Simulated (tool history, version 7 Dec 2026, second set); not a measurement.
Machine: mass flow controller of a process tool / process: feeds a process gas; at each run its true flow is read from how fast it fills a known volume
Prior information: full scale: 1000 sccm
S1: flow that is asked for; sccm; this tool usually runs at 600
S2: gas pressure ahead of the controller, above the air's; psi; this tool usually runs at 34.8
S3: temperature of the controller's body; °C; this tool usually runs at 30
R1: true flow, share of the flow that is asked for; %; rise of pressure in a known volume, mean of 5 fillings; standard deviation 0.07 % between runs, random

Run 1, day 0.000: usual settings. Result: R1 101.29 %.
Run 2, day 20.296: usual settings. Result: R1 101.41 %.
Run 3, day 40.262: usual settings. Result: R1 101.60 %.
Run 4, day 61.704: usual settings but S2 24.5 psi. Result: R1 101.20 %.
Run 5, day 74.579: usual settings but S1 119 sccm. Result: R1 103.88 %.
Run 6, day 92.904: usual settings. Result: R1 102.00 %.
Run 7, day 108.892: usual settings. Result: R1 102.09 %.
Run 8, day 126.412: usual settings. Result: R1 102.30 %.
Run 9, day 136.462: usual settings but S3 26 °C. Result: R1 102.69 %.
Run 10, day 147.892: usual settings but S3 26 °C. Result: R1 102.91 %.
Run 11, day 157.383: usual settings but S3 26 °C. Result: R1 102.88 %.
Run 12, day 173.854: usual settings but S3 26 °C. Result: R1 102.99 %.
Run 13, day 192.946: usual settings but S3 31 °C. Result: R1 102.84 %.
Run 14, day 205.871: usual settings but S3 31 °C. Result: R1 102.85 %.
Run 15, day 217.767: usual settings but S1 266 sccm. Result: R1 103.50 %.
Run 16, day 227.362: usual settings but S1 266 sccm. Result: R1 103.56 %.
Run 17, day 245.617: usual settings but S1 151 sccm, S2 28.0 psi, S3 40 °C. Result: R1 104.90 %.
Run 18, day 267.042: usual settings but S1 322 sccm, S2 27.7 psi, S3 22 °C. Result: R1 103.74 %.
Run 19, day 282.467: usual settings but S1 107 sccm, S2 26.3 psi. Result: R1 107.84 %.
Run 20, day 301.125: usual settings but S1 107 sccm, S2 26.3 psi. Result: R1 108.01 %.
Run 21, day 313.354: usual settings but S1 172 sccm, S2 35.0 psi. Result: R1 106.09 %.
Run 22, day 335.688: usual settings but S1 730 sccm, S2 26.8 psi. Result: R1 103.98 %.
Run 23, day 345.262: usual settings but S2 22.5 psi. Result: R1 103.58 %.
Run 24, day 358.238: usual settings but S2 32.9 psi, S3 21 °C. Result: R1 104.63 %.
Run 25, day 379.242: usual settings but S2 22.5 psi, S3 21 °C. Result: R1 104.36 %.
Run 26, day 400.646: usual settings but S1 112 sccm, S2 33.8 psi, S3 21 °C. Result: R1 110.59 %.
Run 27, day 415.379: usual settings but S1 356 sccm, S2 32.3 psi, S3 25 °C. Result: R1 105.22 %.
Run 28, day 432.192: usual settings but S1 579 sccm, S2 37.9 psi, S3 23 °C. Result: R1 105.34 %.
Run 29, day 451.358: usual settings but S1 889 sccm, S2 26.8 psi, S3 38 °C. Result: R1 104.79 %.
Run 30, day 473.992: usual settings but S1 889 sccm, S2 26.8 psi, S3 33 °C. Result: R1 105.11 %.
At day 497.175: controller exchanged for a calibrated one.
Run 31, day 497.550: usual settings but S1 551 sccm, S2 34.7 psi, S3 34 °C. Result: R1 98.24 %.

Table of differences, measured result less the result of that run with no hidden state. Run-to-run variation is the same in both. Gauge scatter possibly is not:
The tool's hidden condition here consists of: flow at rest that the sensor doesn't see, % of full scale; true flow over the shown one, %; drift of the gauge itself on true_pct, %.
run      R1
  1   +2.59
  2   +2.76
  3   +2.93
  4   +3.11
  5   +6.84
  6   +3.37
  7   +3.51
  8   +3.66
  9   +3.74
 10   +3.84
 11   +3.92
 12   +4.07
 13   +4.23
 14   +4.32
 15   +5.97
 16   +6.08
 17   +8.53
 18   +6.02
 19  +11.32
 20  +11.68
 21   +8.85
 22   +5.16
 23   +5.51
 24   +5.63
 25   +5.80
 26  +13.18
 27   +7.26
 28   +6.31
 29   +5.84
 30   +6.00
 31   -0.06
